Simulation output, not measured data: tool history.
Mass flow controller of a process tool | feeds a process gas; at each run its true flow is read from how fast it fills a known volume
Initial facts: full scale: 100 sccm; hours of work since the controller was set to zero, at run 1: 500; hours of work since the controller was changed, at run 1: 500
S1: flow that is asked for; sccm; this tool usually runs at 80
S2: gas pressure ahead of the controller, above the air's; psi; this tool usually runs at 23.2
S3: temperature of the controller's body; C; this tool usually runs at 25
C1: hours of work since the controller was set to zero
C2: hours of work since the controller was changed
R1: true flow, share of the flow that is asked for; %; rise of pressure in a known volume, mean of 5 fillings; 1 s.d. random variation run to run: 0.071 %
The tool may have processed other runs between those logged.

run 1 hour=0 | S1=80 S2=23.2 S3=25 | C1=500 C2=500 | R1=99.11
run 2 hour=104.3 | S1=80 S2=23.2 S3=25 | C1=578 C2=578 | R1=99.13
run 3 hour=233.8 | S1=80 S2=23.2 S3=25 | C1=675 C2=675 | R1=99.03
run 4 hour=321.6 | S1=80 S2=23.2 S3=25 | C1=741 C2=741 | R1=99
run 5 hour=477.9 | S1=80 S2=23.2 S3=25 | C1=858 C2=858 | R1=98.92
run 6 hour=653.5 | S1=80 S2=23.2 S3=25 | C1=989 C2=989 | R1=98.73
run 7 hour=773.5 | S1=80 S2=23.2 S3=25 | C1=1079 C2=1079 | R1=98.76
run 8 hour=924.4 | S1=65 S2=23.2 S3=25 | C1=1192 C2=1192 | R1=98.4
run 9 hour=1084.7 | S1=80 S2=23.2 S3=27 | C1=1312 C2=1312 | R1=98.83
run 10 hour=1247.6 | S1=80 S2=23.2 S3=38 | C1=1434 C2=1434 | R1=99.81
run 11 hour=1373.7 | S1=80 S2=38.1 S3=25 | C1=1529 C2=1529 | R1=98.91
run 12 hour=1487.9 | S1=80 S2=23.2 S3=25 | C1=1614 C2=1614 | R1=98.62
run 13 hour=1593.8 | S1=80 S2=23.2 S3=25 | C1=1694 C2=1694 | R1=98.6
run 14 hour=1714.6 | S1=80 S2=23.2 S3=25 | C1=1784 C2=1784 | R1=98.33
run 15 hour=1789.7 | S1=80 S2=23.2 S3=32 | C1=1841 C2=1841 | R1=99.13
run 16 hour=1916.6 | S1=80 S2=23.2 S3=30 | C1=1936 C2=1936 | R1=98.98
run 17 hour=2030.6 | S1=80 S2=31.3 S3=25 | C1=2021 C2=2021 | R1=98.53
run 18 hour=2125.5 | S1=80 S2=31.3 S3=22 | C1=2092 C2=2092 | R1=98.16
run 19 hour=2206.1 | S1=80 S2=31.3 S3=22 | C1=2152 C2=2152 | R1=98.05
run 20 hour=2314.6 | S1=80 S2=31.3 S3=22 | C1=2234 C2=2234 | R1=98.1
run 21 hour=2413.1 | S1=80 S2=31.3 S3=22 | C1=2308 C2=2308 | R1=97.96
run 22 hour=2564.5 | S1=80 S2=31.3 S3=22 | C1=2421 C2=2421 | R1=97.92
run 23 hour=2664.6 | S1=80 S2=31.3 S3=22 | C1=2496 C2=2496 | R1=97.93
run 24 hour=2802 | S1=30 S2=20.6 S3=22 | C1=2599 C2=2599 | R1=95.69
run 25 hour=2883.1 | S1=32 S2=23.8 S3=21 | C1=2660 C2=2660 | R1=95.71
run 26 hour=3036 | S1=32 S2=23.8 S3=21 | C1=2774 C2=2774 | R1=95.73
run 27 hour=3121.5 | S1=24 S2=20.6 S3=29 | C1=2838 C2=2838 | R1=95.71
run 28 hour=3219.5 | S1=80 S2=24.1 S3=37 | C1=2912 C2=2912 | R1=99.14
run 29 hour=3386.1 | S1=22 S2=32.8 S3=40 | C1=3037 C2=3037 | R1=96.66
run 30 hour=3551 | S1=28 S2=35.5 S3=40 | C1=3160 C2=3160 | R1=97.25
run 31 hour=3693.8 | S1=15 S2=35.8 S3=39 | C1=3267 C2=3267 | R1=95.03
run 32 hour=3782.1 | S1=15 S2=35.8 S3=39 | C1=3333 C2=3333 | R1=94.91
run 33 hour=3919.4 | S1=80 S2=20.5 S3=25 | C1=3436 C2=3436 | R1=97.39
run 34 hour=4065.5 | S1=46 S2=26.4 S3=24 | C1=3545 C2=3545 | R1=96.26
run 35 hour=4247.7 | S1=40 S2=23.1 S3=24 | C1=3682 C2=3682 | R1=95.66
run 36 hour=4423.9 | S1=40 S2=23.1 S3=24 | C1=3814 C2=3814 | R1=95.61
run 37 hour=4531.3 | S1=80 S2=25.5 S3=34 | C1=3894 C2=3894 | R1=98.19
run 38 hour=4635.4 | S1=80 S2=25.5 S3=34 | C1=3972 C2=3972 | R1=98.13
run 39 hour=4774.7 | S1=67 S2=23.2 S3=31 | C1=4077 C2=4077 | R1=97.35
run 40 hour=4884.3 | S1=67 S2=24.2 S3=31 | C1=4159 C2=4159 | R1=97.31
run 41 hour=4990.9 | S1=67 S2=24.2 S3=31 | C1=4239 C2=4239 | R1=97.28
run 42 hour=5148.1 | S1=15 S2=23.2 S3=25 | C1=4357 C2=4357 | R1=91.79
run 43 hour=5292.3 | S1=18 S2=23.2 S3=25 | C1=4465 C2=4465 | R1=92.44
run 44 hour=5372.8 | S1=56 S2=25.1 S3=36 | C1=4525 C2=4525 | R1=97.13
run 45 hour=5450.2 | S1=80 S2=23.2 S3=37 | C1=4583 C2=4583 | R1=98.1

Below are 3 alternative next runs, each starting from the tool's condition after run 45. Predict each:
run A hour=5629.9 | S1=80 S2=23.2 S3=33 | C1=4718 C2=4718 | R1=?
run B hour=5629.9 | S1=80 S2=23.2 S3=30 | C1=4718 C2=4718 | R1=?
run C hour=5629.9 | S1=80 S2=26.4 S3=25 | C1=4718 C2=4718 | R1=?

run=A R1=97.69
run=B R1=97.27
run=C R1=96.9
With the hidden condition removed and each run's random variation left untouched, the same runs would have given:
run=A R1=100.31
run=B R1=99.89
run=C R1=99.52

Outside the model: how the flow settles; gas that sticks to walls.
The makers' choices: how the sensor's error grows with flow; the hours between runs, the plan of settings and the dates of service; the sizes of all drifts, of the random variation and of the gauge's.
